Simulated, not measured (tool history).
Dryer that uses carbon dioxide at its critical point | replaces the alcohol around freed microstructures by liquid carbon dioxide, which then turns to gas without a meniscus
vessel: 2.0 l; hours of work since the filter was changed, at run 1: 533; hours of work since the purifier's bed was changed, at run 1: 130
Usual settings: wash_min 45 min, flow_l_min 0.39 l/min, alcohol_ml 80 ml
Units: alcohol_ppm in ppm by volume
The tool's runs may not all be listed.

run,hour,wash_min,flow_l_min,alcohol_ml,hours of work since the filter was changed,hours of work since the purifier's bed was changed,alcohol_ppm
1,0,45,0.39,80,533,130,205
2,9.8,45,0.39,80,538,134,216
3,20.1,45,0.39,80,543,140,217
4,26,45,0.39,80,546,142,227
5,33.6,29,0.39,80,550,146,1297
6,44,45,0.39,80,555,151,217
7,52,45,0.39,80,559,155,215
8,60.9,45,0.39,80,563,160,221
# hour 66: inlet filter changed
9,67.3,45,0.39,21,1,163,51
10,75.6,45,0.39,21,5,167,64
11,84.3,45,0.39,21,9,171,61
12,93,45,0.39,108,13,175,144
13,98.3,32,0.383,95,16,178,731
14,104.5,32,0.383,95,19,181,711
15,111.6,46,0.39,80,23,185,119
16,117.8,46,0.39,80,26,188,121
17,123.6,45,0.39,21,29,191,61
18,133.1,36,0.437,27,33,195,95
19,138.4,45,0.367,47,36,198,119
20,148,28,0.596,80,41,203,156
21,152.7,45,0.397,80,43,205,120

Hidden state or all else? Some run-to-run changes of alcohol_ppm, split into what the settings, what came in and random variation would give without the hidden state, and what is left for the hidden state (with any gauge scatter that isn't in both results):
The hidden state here: flow that reaches the vessel past the clogged filter, %; alcohol in the recycled carbon dioxide, ppm; drift of the gauge itself on alcohol_ppm, %.
Run 4 -> 5: wash_min 45 -> 29. alcohol_ppm +1070 ppm by volume: hidden state +407, all else +663.
Run 5 -> 6: wash_min 29 -> 45. alcohol_ppm -1080 ppm by volume: hidden state -408, all else -672.
